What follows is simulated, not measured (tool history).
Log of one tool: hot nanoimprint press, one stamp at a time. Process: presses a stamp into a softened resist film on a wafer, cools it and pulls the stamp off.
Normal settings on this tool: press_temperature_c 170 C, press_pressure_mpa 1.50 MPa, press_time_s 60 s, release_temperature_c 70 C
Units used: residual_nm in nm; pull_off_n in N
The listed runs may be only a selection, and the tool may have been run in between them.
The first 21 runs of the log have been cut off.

run	day	press_temperature_c	press_pressure_mpa	press_time_s	release_temperature_c	residual_nm	pull_off_n
22	5.458	180	1.32	94	69	85.8	150
23	5.771	180	1.32	94	69	86.0	146
24	6.125	180	1.32	94	69	86.3	150
25	6.475	171	1.41	94	69	110.7	148
26	6.779	171	1.41	94	69	111.9	146
27	7.038	171	1.41	94	69	111.8	147
28	7.217	171	1.41	94	69	112.9	150
29	7.562	178	1.77	60	70	97.7	148
30	7.733	169	2.22	113	69	88.5	153
31	7.996	169	2.22	113	69	89.1	148

3 options for the next run, each taken on its own from the tool as it stands now. Forecast them:
A	8.342	170	2.22	90	72	?	?
B	8.342	160	1.89	32	69	?	?
C	8.342	169	2.22	113	60	?	?

run	residual_nm	pull_off_n
A	94.5	147
B	212.5	154
C	88.8	166
With no hidden state in the tool, these same runs would have given:
run	residual_nm	pull_off_n
A	91.6	132
B	207.9	139
C	86.0	150

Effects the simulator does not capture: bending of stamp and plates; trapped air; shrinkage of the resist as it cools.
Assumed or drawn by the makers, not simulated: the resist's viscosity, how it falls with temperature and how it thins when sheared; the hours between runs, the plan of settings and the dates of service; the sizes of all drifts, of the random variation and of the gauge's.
